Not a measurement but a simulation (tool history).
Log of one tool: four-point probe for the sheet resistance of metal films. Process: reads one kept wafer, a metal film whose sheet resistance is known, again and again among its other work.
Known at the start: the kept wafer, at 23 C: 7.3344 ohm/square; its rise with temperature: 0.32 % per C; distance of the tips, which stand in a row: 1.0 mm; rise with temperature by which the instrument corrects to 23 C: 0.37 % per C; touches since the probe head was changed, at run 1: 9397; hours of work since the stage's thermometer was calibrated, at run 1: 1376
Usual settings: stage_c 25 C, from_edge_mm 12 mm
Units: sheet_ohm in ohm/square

run	hour	stage_c	from_edge_mm	touches since the probe head was changed	hours of work since the stage's thermometer was calibrated	sheet_ohm
1	0.0	25	12	9397	1376	7.331847
2	18.5	25	12	9646	1384	7.330182
3	34.5	25	12	9861	1391	7.330377
4	51.8	25	12	10093	1398	7.326792
5	61.9	25	12	10229	1402	7.329462
6	80.2	25	12	10475	1410	7.329243
7	91.1	25	12	10622	1415	7.329025
8	102.5	25	12	10775	1420	7.329537
9	118.3	25	12	10988	1426	7.331120
10	129.8	24	12	11142	1431	7.331662
11	138.3	24	12	11256	1435	7.333196
12	150.7	24	12	11423	1440	7.333650
13	164.9	24	12	11614	1446	7.333607
14	185.1	24	12	11886	1455	7.334575
15	201.8	30	67	12110	1462	7.285074
16	210.9	22	6	12232	1466	7.419138
17	227.6	22	6	12456	1473	7.419007
18	237.3	26	31	12587	1477	7.299500
19	246.8	26	31	12715	1481	7.301136
20	258.2	26	31	12868	1486	7.302794
21	273.3	20	17	13072	1492	7.331748
22	283.9	26	11	13214	1497	7.329998
23	296.1	26	37	13377	1502	7.300975
24	308.5	26	37	13544	1507	7.297106
25	327.5	31	17	13800	1515	7.290999
26	344.4	31	17	14027	1523	7.289729
27	354.7	20	57	14166	1527	7.318847
28	373.5	20	57	14418	1535	7.318674

3 ways to go on from here, each from the tool as it stands after run 28. What would each give?
A	382.0	19	12	14532	1539	?
B	382.0	25	21	14532	1539	?
C	382.0	25	14	14532	1539	?

run	sheet_ohm
A	7.346739
B	7.308141
C	7.319240
Without the tool's hidden state the same runs would have given:
run	sheet_ohm
A	7.375230
B	7.336233
C	7.347373
